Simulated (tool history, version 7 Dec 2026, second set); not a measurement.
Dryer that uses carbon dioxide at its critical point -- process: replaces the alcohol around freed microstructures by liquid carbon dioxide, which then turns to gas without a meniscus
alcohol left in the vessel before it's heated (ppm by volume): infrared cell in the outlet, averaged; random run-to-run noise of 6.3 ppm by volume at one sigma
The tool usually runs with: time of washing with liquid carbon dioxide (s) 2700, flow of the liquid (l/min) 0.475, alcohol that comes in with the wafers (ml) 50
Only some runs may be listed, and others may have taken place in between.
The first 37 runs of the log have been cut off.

run    hour  time of washing with liquid carbon dioxide (s)  flow of the liquid (l/min)  alcohol that comes in with the wafers (ml)  alcohol left in the vessel before it's heated (ppm by volume)
 38  1024.7                                            2700                       0.794                                          21                                                            172
 39  1054.9                                            2700                       0.794                                          21                                                            176
 40  1086.3                                            1980                       0.631                                          30                                                            373
 41  1103.1                                            2040                       0.561                                          69                                                            888
 42  1121.9                                            3480                       0.561                                          64                                                            230
 43  1142.1                                            3480                       0.561                                          64                                                            255
 44  1176.9                                            3480                       0.561                                          64                                                            252
 45  1205.1                                            2460                       0.314                                          30                                                           1197

Consider 5 possible next runs. They are alternatives, not a sequence: every one starts from the tool as it was left by run 45. What does each give?
  A  1220.8                                            4260                       0.531                                          98                                                              ?
  B  1220.8                                            3180                       0.475                                          50                                                              ?
  C  1220.8                                            2700                       0.422                                          50                                                              ?
  D  1220.8                                            1680                       0.687                                          35                                                              ?
  E  1220.8                                            2700                       0.475                                          91                                                              ?

run  alcohol left in the vessel before it's heated (ppm by volume)
  A                                                            233
  B                                                            400
  C                                                            764
  D                                                            584
  E                                                            910
The same runs, with their run-to-run variation unchanged, on a tool lacking any hidden condition would have given:
run  alcohol left in the vessel before it's heated (ppm by volume)
  A                                                             28
  B                                                            130
  C                                                            379
  D                                                            264
  E                                                            445
